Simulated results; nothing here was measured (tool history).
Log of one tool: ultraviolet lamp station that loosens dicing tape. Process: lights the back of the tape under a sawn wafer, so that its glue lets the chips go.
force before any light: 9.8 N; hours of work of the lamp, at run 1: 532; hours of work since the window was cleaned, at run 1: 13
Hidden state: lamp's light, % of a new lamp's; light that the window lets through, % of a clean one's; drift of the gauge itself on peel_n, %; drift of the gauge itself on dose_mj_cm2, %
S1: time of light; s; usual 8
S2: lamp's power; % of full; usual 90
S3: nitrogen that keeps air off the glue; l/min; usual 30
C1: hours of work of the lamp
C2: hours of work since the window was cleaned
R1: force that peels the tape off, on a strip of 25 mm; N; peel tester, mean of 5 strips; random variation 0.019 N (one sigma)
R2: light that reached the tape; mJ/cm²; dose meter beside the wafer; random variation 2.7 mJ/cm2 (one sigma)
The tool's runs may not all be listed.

{"run": 1, "day": 0.0, "S1": 8, "S2": 90, "S3": 30, "C1": 532, "C2": 13, "R1": 1.194, "R2": 308}
{"run": 2, "day": 2.988, "S1": 8, "S2": 90, "S3": 30, "C1": 585, "C2": 67, "R1": 1.298, "R2": 301}
{"run": 3, "day": 5.975, "S1": 8, "S2": 90, "S3": 30, "C1": 639, "C2": 121, "R1": 1.284, "R2": 294}
{"run": 4, "day": 8.533, "S1": 8, "S2": 90, "S3": 30, "C1": 685, "C2": 167, "R1": 1.345, "R2": 288}
{"run": 5, "day": 10.262, "S1": 8, "S2": 90, "S3": 30, "C1": 717, "C2": 198, "R1": 1.333, "R2": 286}
{"run": 6, "day": 11.529, "S1": 8, "S2": 90, "S3": 30, "C1": 739, "C2": 221, "R1": 1.407, "R2": 287}
{"run": 7, "day": 14.104, "S1": 8, "S2": 90, "S3": 30, "C1": 786, "C2": 267, "R1": 1.42, "R2": 284}
{"run": 8, "day": 16.104, "S1": 8, "S2": 90, "S3": 17, "C1": 822, "C2": 303, "R1": 2.081, "R2": 277}
{"run": 9, "day": 18.783, "S1": 8, "S2": 90, "S3": 17, "C1": 870, "C2": 352, "R1": 2.137, "R2": 273}
{"run": 10, "day": 20.65, "S1": 8, "S2": 90, "S3": 17, "C1": 904, "C2": 385, "R1": 2.199, "R2": 263}
{"run": 11, "day": 22.6, "S1": 8, "S2": 90, "S3": 17, "C1": 939, "C2": 420, "R1": 2.243, "R2": 261}
{"day": 24.379, "done": "window cleaned of glue's vapour"}
{"run": 12, "day": 25.242, "S1": 8, "S2": 75, "S3": 30, "C1": 986, "C2": 16, "R1": 2.084, "R2": 230}
{"run": 13, "day": 27.383, "S1": 8, "S2": 75, "S3": 30, "C1": 1025, "C2": 54, "R1": 2.061, "R2": 227}
{"run": 14, "day": 30.2, "S1": 8, "S2": 75, "S3": 30, "C1": 1075, "C2": 105, "R1": 2.139, "R2": 219}
{"run": 15, "day": 32.229, "S1": 8, "S2": 75, "S3": 30, "C1": 1112, "C2": 141, "R1": 2.176, "R2": 217}
{"run": 16, "day": 34.858, "S1": 8, "S2": 75, "S3": 30, "C1": 1159, "C2": 189, "R1": 2.167, "R2": 216}
{"run": 17, "day": 37.346, "S1": 8, "S2": 98, "S3": 30, "C1": 1204, "C2": 234, "R1": 1.483, "R2": 277}
{"run": 18, "day": 38.883, "S1": 11, "S2": 90, "S3": 30, "C1": 1232, "C2": 261, "R1": 0.988, "R2": 345}
{"run": 19, "day": 41.404, "S1": 11, "S2": 90, "S3": 30, "C1": 1277, "C2": 307, "R1": 0.991, "R2": 333}
{"day": 42.688, "done": "lamp changed"}
{"run": 20, "day": 44.088, "S1": 6, "S2": 90, "S3": 30, "C1": 25, "C2": 354, "R1": 1.847, "R2": 242}
{"run": 21, "day": 46.267, "S1": 5, "S2": 90, "S3": 30, "C1": 64, "C2": 394, "R1": 2.463, "R2": 198}
{"run": 22, "day": 47.733, "S1": 5, "S2": 90, "S3": 30, "C1": 91, "C2": 420, "R1": 2.459, "R2": 201}
{"day": 49.729, "done": "window cleaned of glue's vapour"}
{"run": 23, "day": 50.138, "S1": 5, "S2": 80, "S3": 49, "C1": 134, "C2": 7, "R1": 2.126, "R2": 190}
{"run": 24, "day": 52.804, "S1": 5, "S2": 80, "S3": 49, "C1": 182, "C2": 55, "R1": 2.237, "R2": 187}
{"run": 25, "day": 55.538, "S1": 5, "S2": 80, "S3": 49, "C1": 231, "C2": 105, "R1": 2.261, "R2": 182}
{"run": 26, "day": 57.25, "S1": 5, "S2": 80, "S3": 49, "C1": 262, "C2": 135, "R1": 2.274, "R2": 179}
{"run": 27, "day": 59.858, "S1": 8, "S2": 90, "S3": 17, "C1": 309, "C2": 182, "R1": 1.647, "R2": 317}
{"run": 28, "day": 62.996, "S1": 8, "S2": 90, "S3": 34, "C1": 365, "C2": 239, "R1": 1.106, "R2": 311}
{"run": 29, "day": 64.892, "S1": 7, "S2": 90, "S3": 37, "C1": 400, "C2": 273, "R1": 1.335, "R2": 268}
{"run": 30, "day": 66.379, "S1": 7, "S2": 90, "S3": 30, "C1": 426, "C2": 300, "R1": 1.618, "R2": 264}
{"run": 31, "day": 67.704, "S1": 8, "S2": 62, "S3": 30, "C1": 450, "C2": 324, "R1": 2.358, "R2": 205}
{"run": 32, "day": 70.817, "S1": 5, "S2": 90, "S3": 52, "C1": 506, "C2": 380, "R1": 2.218, "R2": 182}
{"run": 33, "day": 72.921, "S1": 7, "S2": 93, "S3": 12, "C1": 544, "C2": 418, "R1": 2.639, "R2": 264}
{"day": 74.838, "done": "window cleaned of glue's vapour"}
{"run": 34, "day": 76.033, "S1": 7, "S2": 93, "S3": 12, "C1": 600, "C2": 22, "R1": 2.459, "R2": 276}
{"run": 35, "day": 77.433, "S1": 15, "S2": 70, "S3": 58, "C1": 625, "C2": 47, "R1": 0.36, "R2": 443}
{"run": 36, "day": 79.117, "S1": 15, "S2": 70, "S3": 58, "C1": 656, "C2": 77, "R1": 0.353, "R2": 436}
{"run": 37, "day": 80.975, "S1": 10, "S2": 84, "S3": 19, "C1": 689, "C2": 111, "R1": 1.322, "R2": 347}
{"run": 38, "day": 82.512, "S1": 10, "S2": 84, "S3": 19, "C1": 717, "C2": 138, "R1": 1.347, "R2": 336}
{"run": 39, "day": 84.238, "S1": 8, "S2": 64, "S3": 59, "C1": 748, "C2": 169, "R1": 1.74, "R2": 204}
{"run": 40, "day": 86.0, "S1": 5, "S2": 75, "S3": 14, "C1": 780, "C2": 201, "R1": 4.524, "R2": 146}
{"run": 41, "day": 87.8, "S1": 5, "S2": 96, "S3": 30, "C1": 812, "C2": 234, "R1": 2.649, "R2": 186}
{"run": 42, "day": 90.488, "S1": 5, "S2": 96, "S3": 30, "C1": 860, "C2": 282, "R1": 2.83, "R2": 184}
{"run": 43, "day": 92.354, "S1": 11, "S2": 90, "S3": 45, "C1": 894, "C2": 316, "R1": 0.614, "R2": 374}
{"run": 44, "day": 95.475, "S1": 11, "S2": 90, "S3": 45, "C1": 950, "C2": 372, "R1": 0.635, "R2": 366}

How the hidden state differs across the entries between the runs, from the last listed run before each to the first after it:
Between runs 11 and 12: window cleaned of glue's vapour (day 24.379)
  lamp's light, % of a new lamp's: 80.6 -> 79.6; light that the window lets through, % of a clean one's: 93.1 -> 99.1
  measured less the result without the state, R1: +0.834 -> +0.685 N; R2: -87 -> -61 mJ/cm²
Between runs 19 and 20: lamp changed (day 42.688)
  lamp's light, % of a new lamp's: 73.9 -> 99.6; light that the window lets through, % of a clean one's: 94.3 -> 93.5
  measured less the result without the state, R1: +0.554 -> +0.207 N; R2: -146 -> -18 mJ/cm²
Between runs 22 and 23: window cleaned of glue's vapour (day 49.729)
  lamp's light, % of a new lamp's: 98.3 -> 97.5; light that the window lets through, % of a clean one's: 92.5 -> 99.2
  measured less the result without the state, R1: +0.309 -> +0.104 N; R2: -20 -> -7 mJ/cm²
Between runs 33 and 34: window cleaned of glue's vapour (day 74.838)
  lamp's light, % of a new lamp's: 89.3 -> 88.3; light that the window lets through, % of a clean one's: 92.6 -> 99
  measured less the result without the state, R1: +0.609 -> +0.429 N; R2: -55 -> -40 mJ/cm²
